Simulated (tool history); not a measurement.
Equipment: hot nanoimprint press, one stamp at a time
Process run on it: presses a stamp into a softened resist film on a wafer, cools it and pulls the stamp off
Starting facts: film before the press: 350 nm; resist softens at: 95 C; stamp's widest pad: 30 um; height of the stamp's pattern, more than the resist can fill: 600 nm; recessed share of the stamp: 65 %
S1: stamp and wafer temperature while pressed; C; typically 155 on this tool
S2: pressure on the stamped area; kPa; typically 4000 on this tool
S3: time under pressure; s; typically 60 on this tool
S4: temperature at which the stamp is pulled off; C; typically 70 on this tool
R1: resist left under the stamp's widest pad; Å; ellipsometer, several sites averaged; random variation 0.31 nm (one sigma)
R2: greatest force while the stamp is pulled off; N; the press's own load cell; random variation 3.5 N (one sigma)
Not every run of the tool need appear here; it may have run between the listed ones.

| run | hour | S1 | S2 | S3 | S4 | R1 | R2 |
|---|---|---|---|---|---|---|---|
| 1 | 0 | 155 | 4000 | 60 | 70 | 1770 | 291 |
|  | 46 | plate thermocouple calibrated |
| 2 | 52.9 | 155 | 4000 | 60 | 70 | 1724 | 304 |
| 3 | 75.8 | 155 | 4000 | 60 | 70 | 1727 | 293 |
| 4 | 108.6 | 155 | 4000 | 59 | 70 | 1745 | 319 |
| 5 | 134.7 | 158 | 4000 | 60 | 70 | 1561 | 325 |
| 6 | 157.5 | 158 | 3660 | 60 | 70 | 1613 | 340 |
| 7 | 201.9 | 158 | 3660 | 60 | 70 | 1614 | 327 |
| 8 | 227.5 | 158 | 3660 | 60 | 70 | 1623 | 335 |
| 9 | 250.1 | 155 | 5650 | 60 | 70 | 1510 | 339 |
|  | 266.8 | stamp cleaned and given a new release coat |
| 10 | 305.7 | 145 | 4000 | 60 | 70 | 2429 | 173 |
| 11 | 344.2 | 145 | 4000 | 60 | 70 | 2427 | 182 |
|  | 355.3 | press's hydraulic seals changed and the load cell set to zero |
| 12 | 399 | 145 | 4000 | 60 | 70 | 2420 | 185 |
| 13 | 449.2 | 145 | 4000 | 60 | 70 | 2429 | 189 |
| 14 | 483.8 | 145 | 4000 | 60 | 70 | 2427 | 191 |
| 15 | 524 | 155 | 4000 | 33 | 70 | 2139 | 200 |
| 16 | 546.2 | 155 | 3160 | 33 | 62 | 2303 | 222 |
| 17 | 591.6 | 155 | 3160 | 33 | 62 | 2301 | 222 |
| 18 | 641.2 | 155 | 3160 | 33 | 62 | 2310 | 233 |
| 19 | 664.5 | 155 | 3160 | 33 | 62 | 2305 | 239 |
| 20 | 707.7 | 155 | 3160 | 33 | 62 | 2313 | 248 |
|  | 738 | plate thermocouple calibrated |
| 21 | 760.8 | 155 | 6300 | 33 | 62 | 1809 | 248 |
| 22 | 809 | 155 | 6300 | 33 | 62 | 1820 | 257 |
| 23 | 831.7 | 156 | 6300 | 33 | 62 | 1752 | 260 |
| 24 | 855 | 156 | 6300 | 33 | 62 | 1753 | 260 |
| 25 | 885 | 158 | 6240 | 107 | 59 | 1004 | 280 |
| 26 | 915.6 | 158 | 4550 | 51 | 59 | 1587 | 274 |
| 27 | 945.2 | 156 | 3060 | 60 | 73 | 1869 | 252 |
| 28 | 987.2 | 156 | 3060 | 120 | 75 | 1436 | 253 |
| 29 | 1030.6 | 150 | 4000 | 31 | 70 | 2509 | 271 |

4 ways to go on from here, each from the tool as it stands after run 29. What would each give?
| A | 1080.4 | 149 | 4000 | 31 | 70 | ? | ? |
| B | 1080.4 | 166 | 4000 | 66 | 67 | ? | ? |
| C | 1080.4 | 155 | 4240 | 51 | 70 | ? | ? |
| D | 1080.4 | 155 | 4000 | 60 | 60 | ? | ? |

| run | R1 | R2 |
|---|---|---|
| A | 2571 | 290 |
| B | 1143 | 288 |
| C | 1818 | 288 |
| D | 1757 | 286 |
With no hidden state in the tool, these same runs would have given:
| run | R1 | R2 |
|---|---|---|
| A | 2539 | 172 |
| B | 1123 | 171 |
| C | 1786 | 170 |
| D | 1725 | 169 |
